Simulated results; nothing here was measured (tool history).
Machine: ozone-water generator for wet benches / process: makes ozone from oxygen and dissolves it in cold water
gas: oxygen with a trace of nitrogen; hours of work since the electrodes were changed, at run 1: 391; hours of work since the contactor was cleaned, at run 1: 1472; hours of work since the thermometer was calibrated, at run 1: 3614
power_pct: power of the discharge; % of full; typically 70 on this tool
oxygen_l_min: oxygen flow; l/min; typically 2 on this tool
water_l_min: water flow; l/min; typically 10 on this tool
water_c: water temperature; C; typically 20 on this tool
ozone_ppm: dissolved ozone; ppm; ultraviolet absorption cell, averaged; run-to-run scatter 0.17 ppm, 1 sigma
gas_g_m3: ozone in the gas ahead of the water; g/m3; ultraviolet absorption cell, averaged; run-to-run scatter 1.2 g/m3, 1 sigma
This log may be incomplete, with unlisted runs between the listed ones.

| run | day | power_pct | oxygen_l_min | water_l_min | water_c | hours of work since the electrodes were changed | hours of work since the contactor was cleaned | hours of work since the thermometer was calibrated | ozone_ppm | gas_g_m3 |
|---|---|---|---|---|---|---|---|---|---|---|
| 1 | 0 | 70 | 2 | 10 | 20 | 391 | 1472 | 3614 | 21.3 | 216.4 |
| 2 | 1.688 | 70 | 2 | 10 | 20 | 421 | 1502 | 3644 | 21.3 | 216.5 |
| 3 | 2.829 | 70 | 2 | 10 | 20 | 441 | 1523 | 3664 | 21.6 | 214.3 |
|  | 3.171 | water thermometer calibrated |
| 4 | 4.042 | 70 | 2 | 10 | 20 | 462 | 1544 | 15 | 21.4 | 216 |
| 5 | 4.883 | 70 | 2 | 10 | 20 | 477 | 1559 | 30 | 21.5 | 214.6 |
| 6 | 5.675 | 70 | 2 | 10 | 20 | 491 | 1573 | 44 | 21.6 | 214.3 |
| 7 | 7.379 | 52 | 2 | 10 | 20 | 521 | 1603 | 75 | 18 | 183.3 |
| 8 | 8.371 | 70 | 2 | 10 | 19 | 539 | 1621 | 92 | 21.6 | 216 |
| 9 | 9.975 | 70 | 2 | 14 | 20 | 567 | 1649 | 121 | 15.8 | 213.7 |
| 10 | 11.092 | 70 | 2 | 14 | 20 | 587 | 1669 | 141 | 16 | 214.3 |
| 11 | 11.946 | 70 | 2 | 10 | 20 | 602 | 1684 | 156 | 21.4 | 213.6 |
| 12 | 13.108 | 70 | 2 | 10 | 20 | 623 | 1705 | 177 | 21.5 | 214.4 |
| 13 | 14.662 | 70 | 2 | 10 | 19 | 651 | 1732 | 204 | 21.7 | 214.4 |
| 14 | 15.367 | 70 | 2 | 10 | 20 | 663 | 1745 | 217 | 21.6 | 212.3 |
| 15 | 16.746 | 70 | 2 | 10 | 20 | 688 | 1769 | 241 | 21.4 | 210.7 |
| 16 | 18.275 | 46 | 2 | 10 | 20 | 715 | 1797 | 268 | 17 | 168.3 |
| 17 | 19.017 | 46 | 2 | 10 | 20 | 728 | 1810 | 282 | 16.8 | 170.8 |
| 18 | 20.371 | 46 | 2.31 | 10 | 20 | 752 | 1834 | 306 | 17.5 | 160.2 |
| 19 | 21.992 | 57 | 1.31 | 10 | 26 | 781 | 1863 | 334 | 16.4 | 224.7 |
| 20 | 23.638 | 57 | 1.31 | 10 | 26 | 810 | 1892 | 364 | 16 | 224.3 |
| 21 | 24.975 | 57 | 1.27 | 16 | 26 | 834 | 1916 | 387 | 10.1 | 227.4 |
| 22 | 25.862 | 57 | 1.27 | 16 | 26 | 850 | 1931 | 403 | 10 | 226.6 |
| 23 | 27.188 | 57 | 1.27 | 16 | 26 | 873 | 1955 | 427 | 10.2 | 227 |
| 24 | 28.617 | 63 | 3.4 | 6 | 18 | 899 | 1980 | 452 | 30.4 | 162.7 |
| 25 | 30.262 | 72 | 2.09 | 8 | 13 | 928 | 2010 | 481 | 28.5 | 211.3 |
| 26 | 31.821 | 70 | 1.62 | 10 | 20 | 956 | 2037 | 509 | 20.1 | 231 |
| 27 | 33 | 70 | 1.62 | 8 | 15 | 976 | 2058 | 530 | 25.8 | 229.9 |
| 28 | 34.271 | 49 | 1.86 | 15 | 21 | 999 | 2081 | 553 | 11.5 | 179.7 |
| 29 | 35.942 | 49 | 1.86 | 15 | 21 | 1029 | 2110 | 582 | 11.6 | 177.7 |
| 30 | 36.925 | 58 | 1.86 | 6 | 21 | 1046 | 2128 | 600 | 26.7 | 198.9 |
| 31 | 37.825 | 58 | 1.86 | 9 | 21 | 1062 | 2144 | 616 | 20 | 195.9 |
| 32 | 39.054 | 58 | 1.86 | 12 | 18 | 1084 | 2166 | 638 | 16.1 | 197.2 |

Below are 3 alternative next runs, each starting from the tool's condition after run 32. Predict each:
| A | 40.021 | 70 | 2 | 10 | 16 | 1101 | 2183 | 655 | ? | ? |
| B | 40.021 | 70 | 2.36 | 10 | 26 | 1101 | 2183 | 655 | ? | ? |
| C | 40.021 | 52 | 2 | 10 | 21 | 1101 | 2183 | 655 | ? | ? |

| run | ozone_ppm | gas_g_m3 |
|---|---|---|
| A | 22.1 | 208 |
| B | 19.7 | 195.3 |
| C | 17.5 | 181.2 |
Without the tool's unlogged condition, the same runs would have read:
| run | ozone_ppm | gas_g_m3 |
|---|---|---|
| A | 23.3 | 216.1 |
| B | 20.8 | 202.8 |
| C | 18.4 | 187.1 |
